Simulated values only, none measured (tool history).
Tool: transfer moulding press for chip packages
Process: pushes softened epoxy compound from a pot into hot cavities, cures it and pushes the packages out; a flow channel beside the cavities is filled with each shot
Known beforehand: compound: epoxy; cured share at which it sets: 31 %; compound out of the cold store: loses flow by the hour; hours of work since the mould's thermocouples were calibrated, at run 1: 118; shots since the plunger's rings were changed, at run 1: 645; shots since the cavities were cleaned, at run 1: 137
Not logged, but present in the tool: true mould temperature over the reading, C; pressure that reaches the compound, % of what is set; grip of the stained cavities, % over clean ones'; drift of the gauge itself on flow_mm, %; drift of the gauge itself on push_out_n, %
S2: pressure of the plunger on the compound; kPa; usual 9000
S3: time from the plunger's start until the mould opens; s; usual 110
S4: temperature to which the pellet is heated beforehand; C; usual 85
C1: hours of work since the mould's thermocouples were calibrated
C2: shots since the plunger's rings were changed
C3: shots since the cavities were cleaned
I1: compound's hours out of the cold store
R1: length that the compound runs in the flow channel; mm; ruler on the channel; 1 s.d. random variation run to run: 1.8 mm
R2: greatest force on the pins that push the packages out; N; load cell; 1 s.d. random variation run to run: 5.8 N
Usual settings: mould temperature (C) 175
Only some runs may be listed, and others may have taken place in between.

{"run": 1, "day": 0.0, "mould temperature (C)": 175, "S2": 9000, "S3": 110, "S4": 85, "C1": 118, "C2": 645, "C3": 137, "I1": 38.1, "R1": 499, "R2": 268}
{"run": 2, "day": 2.129, "mould temperature (C)": 181, "S2": 9000, "S3": 110, "S4": 85, "C1": 150, "C2": 1179, "C3": 671, "I1": 22.3, "R1": 522, "R2": 276}
{"day": 3.667, "done": "cavities cleaned with cleaning compound and waxed"}
{"run": 3, "day": 4.217, "mould temperature (C)": 181, "S2": 9000, "S3": 110, "S4": 85, "C1": 182, "C2": 1687, "C3": 139, "I1": 26.8, "R1": 505, "R2": 216}
{"run": 4, "day": 5.358, "mould temperature (C)": 181, "S2": 9000, "S3": 110, "S4": 85, "C1": 199, "C2": 1973, "C3": 425, "I1": 29.6, "R1": 503, "R2": 261}
{"run": 5, "day": 7.246, "mould temperature (C)": 181, "S2": 9000, "S3": 110, "S4": 85, "C1": 228, "C2": 2446, "C3": 898, "I1": 29.5, "R1": 493, "R2": 300}
{"day": 7.788, "done": "cavities cleaned with cleaning compound and waxed"}
{"run": 6, "day": 8.525, "mould temperature (C)": 175, "S2": 9000, "S3": 110, "S4": 85, "C1": 247, "C2": 2751, "C3": 185, "I1": 27.8, "R1": 511, "R2": 280}
{"run": 7, "day": 9.754, "mould temperature (C)": 175, "S2": 9000, "S3": 110, "S4": 85, "C1": 266, "C2": 3059, "C3": 493, "I1": 9.4, "R1": 552, "R2": 327}
{"run": 8, "day": 11.408, "mould temperature (C)": 175, "S2": 9000, "S3": 110, "S4": 85, "C1": 291, "C2": 3474, "C3": 908, "I1": 32.5, "R1": 497, "R2": 334}
{"day": 11.929, "done": "cavities cleaned with cleaning compound and waxed"}
{"run": 9, "day": 12.783, "mould temperature (C)": 175, "S2": 9000, "S3": 110, "S4": 85, "C1": 311, "C2": 3803, "C3": 214, "I1": 45.9, "R1": 465, "R2": 270}
{"run": 10, "day": 14.021, "mould temperature (C)": 175, "S2": 9000, "S3": 108, "S4": 85, "C1": 330, "C2": 4113, "C3": 524, "I1": 22.2, "R1": 515, "R2": 334}
{"day": 15.917, "done": "plunger's sealing rings changed"}
{"day": 16.179, "done": "cavities cleaned with cleaning compound and waxed"}
{"run": 11, "day": 16.212, "mould temperature (C)": 175, "S2": 9000, "S3": 110, "S4": 85, "C1": 361, "C2": 59, "C3": 9, "I1": 16.1, "R1": 558, "R2": 218}
{"run": 12, "day": 17.438, "mould temperature (C)": 175, "S2": 9000, "S3": 110, "S4": 85, "C1": 380, "C2": 365, "C3": 315, "I1": 45.9, "R1": 487, "R2": 291}
{"run": 13, "day": 18.762, "mould temperature (C)": 175, "S2": 9000, "S3": 110, "S4": 85, "C1": 401, "C2": 697, "C3": 647, "I1": 20.0, "R1": 544, "R2": 339}
{"day": 20.308, "done": "cavities cleaned with cleaning compound and waxed"}
{"run": 14, "day": 20.746, "mould temperature (C)": 175, "S2": 9000, "S3": 110, "S4": 85, "C1": 430, "C2": 1179, "C3": 110, "I1": 25.7, "R1": 528, "R2": 247}
{"run": 15, "day": 22.792, "mould temperature (C)": 175, "S2": 9000, "S3": 125, "S4": 85, "C1": 462, "C2": 1692, "C3": 623, "I1": 17.5, "R1": 541, "R2": 300}
{"day": 23.629, "done": "mould's thermocouples calibrated"}
{"day": 24.533, "done": "cavities cleaned with cleaning compound and waxed"}
{"run": 16, "day": 24.617, "mould temperature (C)": 181, "S2": 9000, "S3": 110, "S4": 75, "C1": 14, "C2": 2113, "C3": 21, "I1": 11.5, "R1": 542, "R2": 199}
{"run": 17, "day": 26.879, "mould temperature (C)": 183, "S2": 7460, "S3": 108, "S4": 76, "C1": 49, "C2": 2680, "C3": 588, "I1": 17.2, "R1": 474, "R2": 297}
{"day": 28.779, "done": "cavities cleaned with cleaning compound and waxed"}
{"run": 18, "day": 29.104, "mould temperature (C)": 175, "S2": 7470, "S3": 110, "S4": 81, "C1": 82, "C2": 3223, "C3": 82, "I1": 37.8, "R1": 443, "R2": 249}
{"run": 19, "day": 31.383, "mould temperature (C)": 169, "S2": 9000, "S3": 110, "S4": 81, "C1": 117, "C2": 3794, "C3": 653, "I1": 24.1, "R1": 528, "R2": 487}
{"day": 32.925, "done": "cavities cleaned with cleaning compound and waxed"}
{"run": 20, "day": 33.625, "mould temperature (C)": 175, "S2": 10020, "S3": 110, "S4": 85, "C1": 151, "C2": 4341, "C3": 176, "I1": 35.5, "R1": 513, "R2": 263}
{"day": 34.471, "done": "plunger's sealing rings changed"}
{"run": 21, "day": 35.121, "mould temperature (C)": 175, "S2": 10020, "S3": 110, "S4": 85, "C1": 172, "C2": 163, "C3": 524, "I1": 38.3, "R1": 530, "R2": 311}
{"run": 22, "day": 36.083, "mould temperature (C)": 175, "S2": 10020, "S3": 110, "S4": 77, "C1": 187, "C2": 404, "C3": 765, "I1": 27.8, "R1": 559, "R2": 340}
{"day": 37.138, "done": "cavities cleaned with cleaning compound and waxed"}
{"run": 23, "day": 37.833, "mould temperature (C)": 174, "S2": 8370, "S3": 103, "S4": 77, "C1": 213, "C2": 827, "C3": 173, "I1": 12.8, "R1": 540, "R2": 307}
{"run": 24, "day": 40.121, "mould temperature (C)": 179, "S2": 10990, "S3": 135, "S4": 89, "C1": 248, "C2": 1401, "C3": 747, "I1": 17.3, "R1": 591, "R2": 285}
{"run": 25, "day": 41.042, "mould temperature (C)": 179, "S2": 7370, "S3": 116, "S4": 80, "C1": 262, "C2": 1632, "C3": 978, "I1": 30.3, "R1": 456, "R2": 326}
{"day": 41.362, "done": "cavities cleaned with cleaning compound and waxed"}
{"run": 26, "day": 43.267, "mould temperature (C)": 178, "S2": 9000, "S3": 124, "S4": 88, "C1": 295, "C2": 2174, "C3": 478, "I1": 34.2, "R1": 493, "R2": 287}
{"run": 27, "day": 45.388, "mould temperature (C)": 178, "S2": 9000, "S3": 119, "S4": 78, "C1": 328, "C2": 2706, "C3": 1010, "I1": 10.8, "R1": 542, "R2": 313}

5 options for the next run, each taken on its own from the tool as it stands now. Forecast them:
{"day": 45.554, "done": "cavities cleaned with cleaning compound and waxed"}
{"run": "A", "day": 46.588, "mould temperature (C)": 183, "S2": 9000, "S3": 106, "S4": 78, "C1": 346, "C2": 2991, "C3": 259, "I1": 18.4, "R1": "?", "R2": "?"}
{"day": 45.554, "done": "cavities cleaned with cleaning compound and waxed"}
{"run": "B", "day": 46.588, "mould temperature (C)": 175, "S2": 9560, "S3": 110, "S4": 85, "C1": 346, "C2": 2991, "C3": 259, "I1": 8.9, "R1": "?", "R2": "?"}
{"day": 45.554, "done": "cavities cleaned with cleaning compound and waxed"}
{"run": "C", "day": 46.588, "mould temperature (C)": 168, "S2": 8870, "S3": 110, "S4": 91, "C1": 346, "C2": 2991, "C3": 259, "I1": 9.3, "R1": "?", "R2": "?"}
{"day": 45.554, "done": "cavities cleaned with cleaning compound and waxed"}
{"run": "D", "day": 46.588, "mould temperature (C)": 168, "S2": 9000, "S3": 138, "S4": 75, "C1": 346, "C2": 2991, "C3": 259, "I1": 30.7, "R1": "?", "R2": "?"}
{"day": 45.554, "done": "cavities cleaned with cleaning compound and waxed"}
{"run": "E", "day": 46.588, "mould temperature (C)": 173, "S2": 8140, "S3": 110, "S4": 84, "C1": 346, "C2": 2991, "C3": 259, "I1": 9.1, "R1": "?", "R2": "?"}

run=A R1=511 R2=242
run=B R1=570 R2=286
run=C R1=564 R2=427
run=D R1=516 R2=279
run=E R1=527 R2=328
With the hidden condition removed and each run's random variation left untouched, the same runs would have given:
run=A R1=532 R2=187
run=B R1=593 R2=223
run=C R1=587 R2=337
run=D R1=537 R2=218
run=E R1=549 R2=257
